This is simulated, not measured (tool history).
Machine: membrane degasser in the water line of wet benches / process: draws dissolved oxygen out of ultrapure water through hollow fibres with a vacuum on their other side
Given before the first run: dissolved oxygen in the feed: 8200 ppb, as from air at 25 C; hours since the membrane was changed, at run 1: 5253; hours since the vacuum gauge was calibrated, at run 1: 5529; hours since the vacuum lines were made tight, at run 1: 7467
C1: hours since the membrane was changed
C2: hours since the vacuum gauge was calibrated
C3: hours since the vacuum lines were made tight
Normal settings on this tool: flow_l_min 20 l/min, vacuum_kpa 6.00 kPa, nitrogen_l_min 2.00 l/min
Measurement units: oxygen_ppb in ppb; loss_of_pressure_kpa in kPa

{"run": 1, "hour": 0.0, "flow_l_min": 20, "vacuum_kpa": 6.0, "nitrogen_l_min": 2.0, "C1": 5253, "C2": 5529, "C3": 7467, "oxygen_ppb": 117.2, "loss_of_pressure_kpa": 35.89}
{"run": 2, "hour": 167.5, "flow_l_min": 20, "vacuum_kpa": 6.0, "nitrogen_l_min": 2.0, "C1": 5420, "C2": 5697, "C3": 7634, "oxygen_ppb": 117.3, "loss_of_pressure_kpa": 35.67}
{"run": 3, "hour": 349.7, "flow_l_min": 20, "vacuum_kpa": 6.0, "nitrogen_l_min": 2.0, "C1": 5602, "C2": 5879, "C3": 7816, "oxygen_ppb": 119.0, "loss_of_pressure_kpa": 35.59}
{"run": 4, "hour": 451.8, "flow_l_min": 20, "vacuum_kpa": 6.0, "nitrogen_l_min": 2.0, "C1": 5704, "C2": 5981, "C3": 7919, "oxygen_ppb": 117.3, "loss_of_pressure_kpa": 35.61}
{"run": 5, "hour": 616.7, "flow_l_min": 20, "vacuum_kpa": 6.0, "nitrogen_l_min": 2.0, "C1": 5869, "C2": 6146, "C3": 8083, "oxygen_ppb": 116.6, "loss_of_pressure_kpa": 35.41}
{"run": 6, "hour": 770.7, "flow_l_min": 20, "vacuum_kpa": 6.0, "nitrogen_l_min": 2.0, "C1": 6023, "C2": 6300, "C3": 8237, "oxygen_ppb": 118.4, "loss_of_pressure_kpa": 35.44}
{"hour": 882.5, "done": "vacuum gauge calibrated"}
{"run": 7, "hour": 953.2, "flow_l_min": 20, "vacuum_kpa": 6.0, "nitrogen_l_min": 2.0, "C1": 6205, "C2": 71, "C3": 8419, "oxygen_ppb": 116.4, "loss_of_pressure_kpa": 35.44}
{"run": 8, "hour": 1037.8, "flow_l_min": 26, "vacuum_kpa": 6.0, "nitrogen_l_min": 2.0, "C1": 6290, "C2": 155, "C3": 8504, "oxygen_ppb": 165.9, "loss_of_pressure_kpa": 45.91}
{"run": 9, "hour": 1202.9, "flow_l_min": 26, "vacuum_kpa": 6.0, "nitrogen_l_min": 2.0, "C1": 6455, "C2": 320, "C3": 8669, "oxygen_ppb": 166.7, "loss_of_pressure_kpa": 46.06}
{"hour": 1312.9, "done": "seals of the vacuum lines changed"}
{"run": 10, "hour": 1395.5, "flow_l_min": 14, "vacuum_kpa": 3.93, "nitrogen_l_min": 4.54, "C1": 6646, "C2": 511, "C3": 83, "oxygen_ppb": 30.3, "loss_of_pressure_kpa": 24.77}
{"run": 11, "hour": 1564.0, "flow_l_min": 19, "vacuum_kpa": 6.0, "nitrogen_l_min": 5.41, "C1": 6814, "C2": 679, "C3": 251, "oxygen_ppb": 71.8, "loss_of_pressure_kpa": 33.52}
{"run": 12, "hour": 1668.1, "flow_l_min": 20, "vacuum_kpa": 8.44, "nitrogen_l_min": 2.0, "C1": 6918, "C2": 784, "C3": 355, "oxygen_ppb": 174.1, "loss_of_pressure_kpa": 35.35}
{"run": 13, "hour": 1857.9, "flow_l_min": 20, "vacuum_kpa": 6.0, "nitrogen_l_min": 2.17, "C1": 7108, "C2": 973, "C3": 545, "oxygen_ppb": 110.4, "loss_of_pressure_kpa": 35.32}
{"run": 14, "hour": 1985.0, "flow_l_min": 20, "vacuum_kpa": 6.0, "nitrogen_l_min": 2.17, "C1": 7235, "C2": 1100, "C3": 672, "oxygen_ppb": 112.9, "loss_of_pressure_kpa": 35.03}
{"run": 15, "hour": 2089.4, "flow_l_min": 14, "vacuum_kpa": 4.13, "nitrogen_l_min": 2.47, "C1": 7340, "C2": 1205, "C3": 777, "oxygen_ppb": 38.1, "loss_of_pressure_kpa": 24.58}
{"run": 16, "hour": 2293.5, "flow_l_min": 14, "vacuum_kpa": 4.13, "nitrogen_l_min": 2.47, "C1": 7544, "C2": 1409, "C3": 981, "oxygen_ppb": 38.4, "loss_of_pressure_kpa": 24.8}
{"run": 17, "hour": 2420.3, "flow_l_min": 14, "vacuum_kpa": 4.13, "nitrogen_l_min": 2.47, "C1": 7670, "C2": 1536, "C3": 1107, "oxygen_ppb": 37.8, "loss_of_pressure_kpa": 24.75}

Below are 5 alternative next runs, each starting from the tool's condition after run 17. Predict each:
{"run": "A", "hour": 2598.4, "flow_l_min": 20, "vacuum_kpa": 11.47, "nitrogen_l_min": 2.0, "C1": 7849, "C2": 1714, "C3": 1286, "oxygen_ppb": "?", "loss_of_pressure_kpa": "?"}
{"run": "B", "hour": 2598.4, "flow_l_min": 20, "vacuum_kpa": 5.06, "nitrogen_l_min": 2.0, "C1": 7849, "C2": 1714, "C3": 1286, "oxygen_ppb": "?", "loss_of_pressure_kpa": "?"}
{"run": "C", "hour": 2598.4, "flow_l_min": 14, "vacuum_kpa": 4.16, "nitrogen_l_min": 4.36, "C1": 7849, "C2": 1714, "C3": 1286, "oxygen_ppb": "?", "loss_of_pressure_kpa": "?"}
{"run": "D", "hour": 2598.4, "flow_l_min": 20, "vacuum_kpa": 3.71, "nitrogen_l_min": 6.0, "C1": 7849, "C2": 1714, "C3": 1286, "oxygen_ppb": "?", "loss_of_pressure_kpa": "?"}
{"run": "E", "hour": 2598.4, "flow_l_min": 14, "vacuum_kpa": 4.13, "nitrogen_l_min": 2.88, "C1": 7849, "C2": 1714, "C3": 1286, "oxygen_ppb": "?", "loss_of_pressure_kpa": "?"}

run=A oxygen_ppb=243.3 loss_of_pressure_kpa=35.19
run=B oxygen_ppb=96.6 loss_of_pressure_kpa=34.99
run=C oxygen_ppb=32.9 loss_of_pressure_kpa=24.71
run=D oxygen_ppb=55.2 loss_of_pressure_kpa=35.26
run=E oxygen_ppb=35.6 loss_of_pressure_kpa=24.66
With the hidden condition removed and each run's random variation left untouched, the same runs would have given:
run=A oxygen_ppb=243.1 loss_of_pressure_kpa=35.69
run=B oxygen_ppb=96.4 loss_of_pressure_kpa=35.49
run=C oxygen_ppb=32.8 loss_of_pressure_kpa=25.06
run=D oxygen_ppb=55.0 loss_of_pressure_kpa=35.76
run=E oxygen_ppb=35.5 loss_of_pressure_kpa=25.01
